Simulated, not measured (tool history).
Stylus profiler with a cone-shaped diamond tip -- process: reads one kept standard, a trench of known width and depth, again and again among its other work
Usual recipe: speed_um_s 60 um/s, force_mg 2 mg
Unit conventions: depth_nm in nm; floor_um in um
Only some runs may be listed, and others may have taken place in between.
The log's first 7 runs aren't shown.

| run | day | speed_um_s | force_mg | scans with this tip | hours of work since the height scale was calibrated | depth_nm | floor_um |
|---|---|---|---|---|---|---|---|
| 8 | 8.525 | 60 | 0.97 | 2627 | 187 | 1005.11 | 95.39 |
| 9 | 9.967 | 60 | 1.32 | 2953 | 210 | 1006.36 | 95.37 |
| 10 | 10.683 | 60 | 1.32 | 3115 | 221 | 1006.18 | 95.34 |
| 11 | 12.396 | 60 | 1.32 | 3502 | 249 | 1006.06 | 95.32 |
| 12 | 13.946 | 60 | 1.32 | 3852 | 274 | 1006.61 | 95.3 |
| 13 | 15.196 | 60 | 1.32 | 4134 | 294 | 1006.7 | 95.28 |
| 14 | 16.442 | 60 | 1.32 | 4416 | 314 | 1006.47 | 95.27 |
| 15 | 17.671 | 60 | 1.32 | 4695 | 334 | 1006.8 | 95.14 |
| 16 | 19.325 | 39 | 2 | 5068 | 360 | 1008.51 | 95.24 |
| 17 | 20.458 | 17 | 2 | 5324 | 378 | 1008.37 | 95.32 |
| 18 | 21.742 | 17 | 2 | 5614 | 399 | 1008.34 | 95.27 |
| 19 | 23.229 | 216 | 1.32 | 5950 | 423 | 1007.13 | 94.45 |
| 20 | 24.017 | 216 | 1.32 | 6128 | 436 | 1006.97 | 94.35 |
| 21 | 25.171 | 216 | 1.32 | 6389 | 454 | 1007.08 | 94.34 |
| 22 | 26.708 | 216 | 1.32 | 6737 | 479 | 1007.34 | 94.29 |
| 23 | 28.075 | 25 | 2.25 | 7045 | 501 | 1009.52 | 95.12 |
| 24 | 29.654 | 25 | 2.25 | 7403 | 526 | 1009.55 | 95.01 |
| 25 | 30.375 | 51 | 2 | 7566 | 538 | 1009.21 | 94.96 |
| 26 | 31.258 | 88 | 1.21 | 7765 | 552 | 1006.98 | 94.72 |
| 27 | 32.362 | 68 | 1.4 | 8015 | 570 | 1008.09 | 94.77 |
| 28 | 33.554 | 27 | 5.05 | 8284 | 589 | 1015.86 | 94.95 |
| 29 | 34.671 | 27 | 5.05 | 8537 | 607 | 1015.45 | 94.87 |
| 30 | 35.908 | 39 | 3.71 | 8816 | 627 | 1012.82 | 94.86 |
| 31 | 37.275 | 32 | 2.21 | 9125 | 649 | 1009.86 | 94.84 |

Run 32 is up next; what results do you expect?
| 32 | 39.029 | 113 | 1.99 | 9522 | 677 | ? | ? |

depth_nm: 1009.35 nm
floor_um: 94.43 um
With no hidden state in the tool, this same run would have given depth_nm 1006.89 nm, floor_um 95.56 um.
